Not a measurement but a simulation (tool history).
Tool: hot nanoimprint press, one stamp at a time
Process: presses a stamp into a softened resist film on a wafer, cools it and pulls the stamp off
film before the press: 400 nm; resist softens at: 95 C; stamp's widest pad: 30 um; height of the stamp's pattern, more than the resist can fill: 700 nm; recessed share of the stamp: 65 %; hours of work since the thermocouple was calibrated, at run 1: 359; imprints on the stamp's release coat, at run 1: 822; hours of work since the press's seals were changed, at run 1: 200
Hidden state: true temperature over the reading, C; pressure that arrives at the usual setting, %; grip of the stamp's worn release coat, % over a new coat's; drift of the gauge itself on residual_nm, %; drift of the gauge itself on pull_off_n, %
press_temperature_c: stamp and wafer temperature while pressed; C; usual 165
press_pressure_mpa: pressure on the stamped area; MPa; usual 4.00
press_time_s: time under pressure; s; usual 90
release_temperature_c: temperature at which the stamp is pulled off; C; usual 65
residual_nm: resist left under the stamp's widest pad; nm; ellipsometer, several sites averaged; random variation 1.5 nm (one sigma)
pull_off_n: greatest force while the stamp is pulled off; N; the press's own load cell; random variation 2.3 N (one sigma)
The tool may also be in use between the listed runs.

run	hour	press_temperature_c	press_pressure_mpa	press_time_s	release_temperature_c	hours of work since the thermocouple was calibrated	imprints on the stamp's release coat	hours of work since the press's seals were changed	residual_nm	pull_off_n
1	0.0	165	4.00	90	65	359	822	200	242.2	131
# hour 7.9: plate thermocouple calibrated
2	8.7	165	4.00	90	65	0	843	204	250.9	135
3	12.7	165	4.00	90	65	3	858	206	250.8	141
4	20.0	165	4.00	90	65	7	885	210	250.3	134
5	25.8	165	4.00	90	65	10	906	213	250.0	142
6	33.2	165	4.00	90	65	14	934	218	251.9	138
7	38.8	165	4.00	90	65	18	955	221	252.1	138
8	43.6	165	4.00	90	65	20	973	224	250.9	135
9	49.1	165	4.00	90	65	23	993	227	250.1	139
10	56.5	165	4.00	90	65	28	1021	231	252.1	133
# hour 65.0: plate thermocouple calibrated, once more
11	67.8	165	3.45	90	65	2	1052	236	249.6	134
12	72.0	165	3.45	90	65	4	1067	238	248.2	138
13	78.7	165	3.45	90	65	8	1092	242	244.1	133
14	87.2	165	3.45	90	65	13	1124	247	246.3	132
15	95.2	165	3.45	90	65	17	1154	251	245.0	134
16	101.0	157	3.45	104	65	20	1175	255	305.4	134
17	105.9	157	4.91	57	60	23	1194	257	309.6	158
18	111.5	171	4.00	90	65	26	1215	261	186.3	136
# hour 123.9: stamp cleaned and given a new release coat
19	124.4	159	3.55	87	65	30	2	264	299.9	105
20	133.1	159	3.55	87	56	35	35	269	300.2	133
21	139.0	159	3.55	87	56	39	57	273	298.0	139
22	144.4	165	5.54	90	53	42	76	276	202.6	143
23	150.5	174	4.00	90	68	45	99	279	165.0	98
24	157.9	174	4.00	90	68	50	127	284	162.6	102
25	163.1	174	4.00	90	68	52	146	287	165.1	100
26	167.5	174	4.00	90	68	55	163	289	162.7	102

Forecast run 27:
27	173.1	174	4.00	90	68	58	183	292	?	?

{"run 27": {"residual_nm": 164.0, "pull_off_n": 98}}
Without the tool's hidden state the same run would have given residual_nm 162.1 nm, pull_off_n 93 N.
